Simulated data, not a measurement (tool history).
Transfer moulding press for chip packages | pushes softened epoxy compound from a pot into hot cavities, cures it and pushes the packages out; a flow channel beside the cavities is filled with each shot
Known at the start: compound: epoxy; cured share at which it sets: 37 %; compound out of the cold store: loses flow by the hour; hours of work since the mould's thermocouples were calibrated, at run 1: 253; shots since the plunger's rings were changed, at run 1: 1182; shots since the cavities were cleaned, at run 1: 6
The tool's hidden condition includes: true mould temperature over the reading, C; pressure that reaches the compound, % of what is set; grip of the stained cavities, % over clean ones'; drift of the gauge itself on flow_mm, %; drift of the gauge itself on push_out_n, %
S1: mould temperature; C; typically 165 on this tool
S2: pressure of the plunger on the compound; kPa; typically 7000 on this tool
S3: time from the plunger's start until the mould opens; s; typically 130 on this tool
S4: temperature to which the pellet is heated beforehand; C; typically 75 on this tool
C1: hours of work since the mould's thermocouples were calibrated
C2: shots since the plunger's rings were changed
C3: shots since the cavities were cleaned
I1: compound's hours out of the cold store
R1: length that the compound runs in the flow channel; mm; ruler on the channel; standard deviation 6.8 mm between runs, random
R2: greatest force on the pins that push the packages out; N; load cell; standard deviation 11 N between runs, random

run,day,S1,S2,S3,S4,C1,C2,C3,I1,R1,R2
1,0.000,165,7000,130,75,253,1182,6,36.3,765,558
2,1.029,165,7000,145,75,272,1444,268,30.6,764,718
3,1.933,165,7000,145,75,288,1675,499,37.3,728,817
4,2.588,165,7000,145,75,300,1842,666,17.1,791,928
5,3.342,165,7000,130,75,314,2033,857,31.9,754,1052
6,4.558,165,7000,114,75,336,2343,1167,41.2,717,1298
# day 4.750: cavities cleaned with cleaning compound and waxed
# day 5.883: plunger's sealing rings changed
7,6.167,165,7000,114,75,363,71,334,43.5,745,952
8,6.975,165,7000,114,75,377,278,541,13.5,849,1214
# day 7.133: mould's thermocouples calibrated
9,7.700,165,7000,114,75,10,441,704,25.0,794,1251
10,8.654,165,7000,130,75,28,685,948,45.2,740,1054
# day 9.662: cavities cleaned with cleaning compound and waxed
11,9.675,165,7000,130,75,45,928,3,9.2,853,580
12,10.458,165,7000,130,75,60,1128,203,36.3,750,754
13,11.212,165,7000,130,75,73,1321,396,13.8,838,933
14,11.875,165,7000,130,75,85,1489,564,38.6,742,969
15,13.042,165,7000,130,75,107,1787,862,43.5,708,1056
# day 13.521: mould's thermocouples calibrated, once more
# day 14.479: cavities cleaned with cleaning compound and waxed
16,14.479,165,7000,130,75,16,2115,0,34.0,728,512
17,15.158,171,7000,130,67,29,2289,174,44.9,685,606
# day 16.638: plunger's sealing rings changed
18,16.738,161,7000,157,67,56,24,549,33.6,790,889
19,18.133,161,7000,157,67,81,380,905,19.9,835,988
20,18.954,161,7000,157,65,96,589,1114,26.9,811,1080
# day 19.383: cavities cleaned with cleaning compound and waxed
21,20.129,158,6690,157,65,116,873,191,25.1,807,830
22,20.854,172,7640,161,72,130,1058,376,28.7,805,713
23,22.021,172,7640,161,72,151,1354,672,36.5,758,822
24,23.133,172,7640,161,72,171,1639,957,32.8,767,858
# day 24.079: cavities cleaned with cleaning compound and waxed
25,24.542,160,5630,113,71,196,1981,117,22.5,723,1247
26,25.767,163,7300,114,77,218,2294,430,37.7,753,1213
27,26.704,163,7300,114,77,235,2532,668,32.2,753,1326
# day 27.229: plunger's sealing rings changed
28,27.571,163,5960,114,83,249,87,862,17.1,767,1514
29,28.267,165,7000,141,75,262,265,1040,40.7,738,1007

Each row is a separate what-if for the run after 29, all from the same tool condition, not one after another. Results?
# day 28.942: cavities cleaned with cleaning compound and waxed
A,29.767,165,7000,141,78,288,631,210,21.1,?,?
# day 28.942: cavities cleaned with cleaning compound and waxed
B,29.767,159,5420,130,75,288,631,210,13.9,?,?
# day 28.942: cavities cleaned with cleaning compound and waxed
C,29.767,165,7000,141,67,288,631,210,9.4,?,?

run,R1,R2
A,828,707
B,762,1192
C,855,701
What these runs would have given with no unlogged condition in the tool:
run,R1,R2
A,838,503
B,771,837
C,866,498

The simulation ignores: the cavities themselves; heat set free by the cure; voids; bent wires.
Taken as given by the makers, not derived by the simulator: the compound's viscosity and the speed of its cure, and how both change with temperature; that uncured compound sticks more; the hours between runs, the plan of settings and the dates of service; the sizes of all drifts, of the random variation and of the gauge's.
